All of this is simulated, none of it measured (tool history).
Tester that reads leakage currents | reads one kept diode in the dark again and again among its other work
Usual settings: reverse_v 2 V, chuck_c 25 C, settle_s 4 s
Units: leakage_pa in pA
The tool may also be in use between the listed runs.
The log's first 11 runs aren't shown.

run,day,reverse_v,chuck_c,settle_s,hours of work since the probe card was cleaned,hours of work since the tester was calibrated,hours of work since the chuck was calibrated,leakage_pa
12,16.688,2,25,4,538,1113,699,28.65
13,18.558,2.34,25,4,571,1146,733,30.59
14,20.654,2.34,25,4,609,1184,770,30.81
15,21.8,2.34,25,4,629,1204,791,30.96
16,23.712,2,25,4,663,1238,825,29.16
17,25.742,2,25,4,699,1274,861,29.42
18,26.65,2.9,28,4,716,1291,877,42.78
19,28.667,2,21,0.8,752,1327,913,22.15
20,30.725,2,21,0.8,788,1363,950,22.33
21,31.629,4.09,25,2.96,804,1380,966,39.53
22,33.362,4.09,25,2.96,835,1411,997,40.08
23,35.238,6.88,49,4.87,869,1444,1030,265.92
24,37.158,6.88,49,4.87,903,1478,1065,264.03
25,38.75,6.88,49,4.87,932,1507,1093,266.7
26,39.638,6.88,30,1.38,947,1523,1109,72.12
27,41.312,6.88,30,1.38,977,1552,1139,72.76
28,43.292,5.81,30,0.53,1013,1588,1174,68.81
29,44.846,1.44,41,9.39,1040,1616,1202,89.96
30,45.862,1.44,41,9.39,1059,1634,1220,89.88
31,46.854,2,25,8.94,1076,1651,1238,31.56
32,47.792,17.93,31,8.94,1093,1668,1254,120.69
33,49.421,17.93,31,8.94,1122,1697,1284,121.95
34,51.108,17.93,31,8.94,1152,1727,1314,122.69

Forecast each of these 5 alternatives for the next run:
A,52.1,3.04,27,0.31,1170,1745,1331,?
B,52.1,3.14,21,8.94,1170,1745,1331,?
C,52.1,3.02,25,6.23,1170,1745,1331,?
D,52.1,17.93,29,0.4,1170,1745,1331,?
E,52.1,1.85,25,0.45,1170,1745,1331,?

run,leakage_pa
A,44.42
B,28.89
C,37.52
D,111.55
E,31.2
Without the tool's hidden state the same runs would have given:
run,leakage_pa
A,35.4
B,21.34
C,29.22
D,75.82
E,25.18

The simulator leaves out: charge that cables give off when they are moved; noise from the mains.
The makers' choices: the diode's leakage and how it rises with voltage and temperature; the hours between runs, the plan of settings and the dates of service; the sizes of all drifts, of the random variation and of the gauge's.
